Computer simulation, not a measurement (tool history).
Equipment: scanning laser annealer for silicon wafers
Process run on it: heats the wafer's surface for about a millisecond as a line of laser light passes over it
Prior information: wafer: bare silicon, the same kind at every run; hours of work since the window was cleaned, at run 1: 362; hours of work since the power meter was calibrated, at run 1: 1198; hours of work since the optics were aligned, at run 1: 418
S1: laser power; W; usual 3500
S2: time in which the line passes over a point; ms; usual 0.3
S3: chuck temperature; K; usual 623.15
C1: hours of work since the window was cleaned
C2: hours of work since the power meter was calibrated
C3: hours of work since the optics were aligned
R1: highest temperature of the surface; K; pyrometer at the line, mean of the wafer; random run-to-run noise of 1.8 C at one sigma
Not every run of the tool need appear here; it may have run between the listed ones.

Run 1, day 0: usual settings; C1 362; C2 1198; C3 418. Result: R1 1280.15 K.
Run 2, day 1.508: usual settings but S3 632.15 K; C1 381; C2 1217; C3 438. Result: R1 1291.15 K.
Run 3, day 3.738: usual settings but S3 632.15 K; C1 410; C2 1246; C3 467. Result: R1 1285.15 K.
Run 4, day 4.9: usual settings but S1 3164 W; C1 425; C2 1262; C3 482. Result: R1 1196.15 K.
At day 5.283: window over the wafer cleaned.
Run 5, day 6.967: usual settings but S1 3164 W; C1 22; C2 1287; C3 508. Result: R1 1235.15 K.
Run 6, day 9.229: usual settings but S1 3271 W; C1 51; C2 1317; C3 537. Result: R1 1258.15 K.
Run 7, day 11.133: usual settings but S1 3271 W; C1 76; C2 1341; C3 562. Result: R1 1258.15 K.
Run 8, day 13.675: usual settings; C1 109; C2 1375; C3 595. Result: R1 1307.15 K.
Run 9, day 15.529: usual settings but S1 3421 W; C1 133; C2 1399; C3 619. Result: R1 1283.15 K.
Run 10, day 17.517: usual settings but S1 3421 W, S2 0.313 ms; C1 159; C2 1424; C3 645. Result: R1 1299.15 K.
Run 11, day 19.675: usual settings but S1 3592 W, S2 0.242 ms; C1 187; C2 1452; C3 673. Result: R1 1241.15 K.
Run 12, day 21.958: usual settings but S1 3592 W, S2 0.242 ms; C1 217; C2 1482; C3 703. Result: R1 1234.15 K.
Run 13, day 24.054: usual settings but S1 3252 W, S2 0.242 ms; C1 244; C2 1509; C3 730. Result: R1 1160.15 K.
Run 14, day 26.562: usual settings but S2 0.247 ms, S3 638.15 K; C1 277; C2 1542; C3 762. Result: R1 1228.15 K.
Run 15, day 28.242: usual settings but S2 0.247 ms, S3 638.15 K; C1 298; C2 1564; C3 784. Result: R1 1226.15 K.
Run 16, day 30.558: usual settings but S1 3621 W, S2 0.216 ms; C1 328; C2 1594; C3 814. Result: R1 1187.15 K.
Run 17, day 31.854: usual settings but S1 3621 W, S2 0.216 ms; C1 345; C2 1611; C3 831. Result: R1 1185.15 K.
Run 18, day 34.562: usual settings but S1 3621 W, S2 0.216 ms; C1 381; C2 1646; C3 866. Result: R1 1182.15 K.
Run 19, day 36.696: usual settings but S1 3204 W, S2 0.216 ms, S3 651.15 K; C1 408; C2 1674; C3 894. Result: R1 1129.15 K.
At day 38.296: window over the wafer cleaned.
Run 20, day 39.421: usual settings but S1 3204 W, S2 0.216 ms, S3 651.15 K; C1 15; C2 1708; C3 928. Result: R1 1162.15 K.

Predict each of these 3 candidate next runs independently; none follows another, all start after run 20:
At day 39.95: optics aligned, line set to its width.
Run A, day 41.058: usual settings but S2 0.219 ms; C1 33; C2 1727; C3 14. Result: R1 ?.
At day 39.95: optics aligned, line set to its width.
Run B, day 41.058: usual settings but S1 3473 W, S2 0.33 ms, S3 610.15 K; C1 33; C2 1727; C3 14. Result: R1 ?.
At day 39.95: optics aligned, line set to its width.
Run C, day 41.058: usual settings but S2 0.329 ms, S3 610.15 K; C1 33; C2 1727; C3 14. Result: R1 ?.

run       R1
  A  1204.15
  B  1338.15
  C  1344.15
What these runs would have given with no unlogged condition in the tool:
run       R1
  A  1223.15
  B  1363.15
  C  1369.15
